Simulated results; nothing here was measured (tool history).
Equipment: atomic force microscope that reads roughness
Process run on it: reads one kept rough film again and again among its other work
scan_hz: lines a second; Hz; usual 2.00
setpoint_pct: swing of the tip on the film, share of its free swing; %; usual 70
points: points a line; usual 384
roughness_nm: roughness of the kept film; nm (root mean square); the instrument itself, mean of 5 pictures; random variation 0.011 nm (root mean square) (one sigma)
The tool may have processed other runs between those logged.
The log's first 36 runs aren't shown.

| run | hour | scan_hz | setpoint_pct | points | pictures with this tip | hours of work since the height scale was calibrated | roughness_nm |
|---|---|---|---|---|---|---|---|
| 37 | 577.5 | 0.53 | 80 | 567 | 112 | 553 | 2.721 |
| 38 | 600.2 | 0.70 | 55 | 567 | 141 | 562 | 2.781 |
|  | 602.9 | new tip fitted |
| 39 | 611.0 | 0.70 | 55 | 567 | 11 | 567 | 2.803 |
| 40 | 630.2 | 0.70 | 63 | 302 | 36 | 575 | 2.749 |
| 41 | 646.4 | 0.69 | 71 | 407 | 57 | 581 | 2.748 |
| 42 | 665.0 | 0.69 | 71 | 407 | 81 | 589 | 2.730 |
| 43 | 683.2 | 2.79 | 76 | 384 | 105 | 597 | 2.312 |
| 44 | 701.4 | 2.79 | 76 | 384 | 128 | 604 | 2.328 |
|  | 714.3 | new tip fitted |
| 45 | 723.2 | 0.69 | 82 | 713 | 12 | 613 | 2.675 |
| 46 | 739.9 | 0.80 | 72 | 949 | 34 | 620 | 2.696 |
| 47 | 760.5 | 0.80 | 72 | 949 | 61 | 629 | 2.708 |
| 48 | 778.2 | 2.00 | 62 | 384 | 84 | 636 | 2.672 |
| 49 | 794.2 | 2.00 | 62 | 384 | 104 | 643 | 2.667 |
| 50 | 812.6 | 2.00 | 62 | 384 | 128 | 651 | 2.652 |
|  | 824.8 | new tip fitted |
| 51 | 830.0 | 0.73 | 65 | 944 | 6 | 658 | 2.788 |
| 52 | 851.6 | 1.94 | 65 | 944 | 34 | 667 | 2.626 |

Predict each of these 5 candidate next runs independently; none follows another, all start after run 52:
| A | 867.3 | 2.00 | 59 | 776 | 55 | 673 | ? |
| B | 867.3 | 1.15 | 65 | 944 | 55 | 673 | ? |
| C | 867.3 | 2.77 | 65 | 914 | 55 | 673 | ? |
| D | 867.3 | 3.75 | 64 | 368 | 55 | 673 | ? |
| E | 867.3 | 2.00 | 60 | 384 | 55 | 673 | ? |

| run | roughness_nm |
|---|---|
| A | 2.691 |
| B | 2.708 |
| C | 2.561 |
| D | 2.495 |
| E | 2.683 |
Without the tool's unlogged condition, the same runs would have read:
| run | roughness_nm |
|---|---|
| A | 2.692 |
| B | 2.710 |
| C | 2.562 |
| D | 2.496 |
| E | 2.685 |

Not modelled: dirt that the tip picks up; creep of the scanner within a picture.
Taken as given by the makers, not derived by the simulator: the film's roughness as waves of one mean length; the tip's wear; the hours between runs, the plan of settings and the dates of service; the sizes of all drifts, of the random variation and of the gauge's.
